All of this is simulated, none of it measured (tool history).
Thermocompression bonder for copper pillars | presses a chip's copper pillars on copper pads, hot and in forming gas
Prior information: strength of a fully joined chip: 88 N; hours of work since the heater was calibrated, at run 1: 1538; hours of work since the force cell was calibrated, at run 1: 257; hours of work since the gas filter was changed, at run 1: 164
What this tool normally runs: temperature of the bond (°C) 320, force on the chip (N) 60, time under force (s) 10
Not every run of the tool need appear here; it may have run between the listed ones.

run,day,temperature of the bond (°C),force on the chip (N),time under force (s),hours of work since the heater was calibrated,hours of work since the force cell was calibrated,hours of work since the gas filter was changed,force that shears a chip off (N)
1,0,320,60,10,1538,257,164,45.8
# day 1.271: forming gas filter changed
2,3.096,320,60,10,1592,312,32,48.9
3,5.804,320,60,10,1640,360,81,46.5
# day 7.646: heater calibrated with a thermocouple chip
4,7.646,320,60,10,0,391,112,50.2
5,9.3,320,41,10,29,420,141,41.8
6,10.621,320,41,12,53,444,165,44.9
# day 11.912: forming gas filter changed
7,11.979,320,41,12,77,468,1,46.8
8,13.529,320,69,12,104,495,29,57.3
9,15.842,320,69,12,145,536,70,57
10,17.612,320,69,12,177,568,101,55.6

Alternative continuations, all from the tool just after run 10; predict every row:
A,19.933,327,69,7,218,609,142,?
B,19.933,320,71,15,218,609,142,?
C,19.933,296,69,30,218,609,142,?
D,19.933,320,69,5,218,609,142,?
E,19.933,300,44,13,218,609,142,?

run,force that shears a chip off (N)
A,49.2
B,57.9
C,60.6
D,40.8
E,40.7
Without the tool's unlogged condition, the same runs would have read:
run,force that shears a chip off (N)
A,52
B,61.2
C,63.9
D,43.4
E,43.3
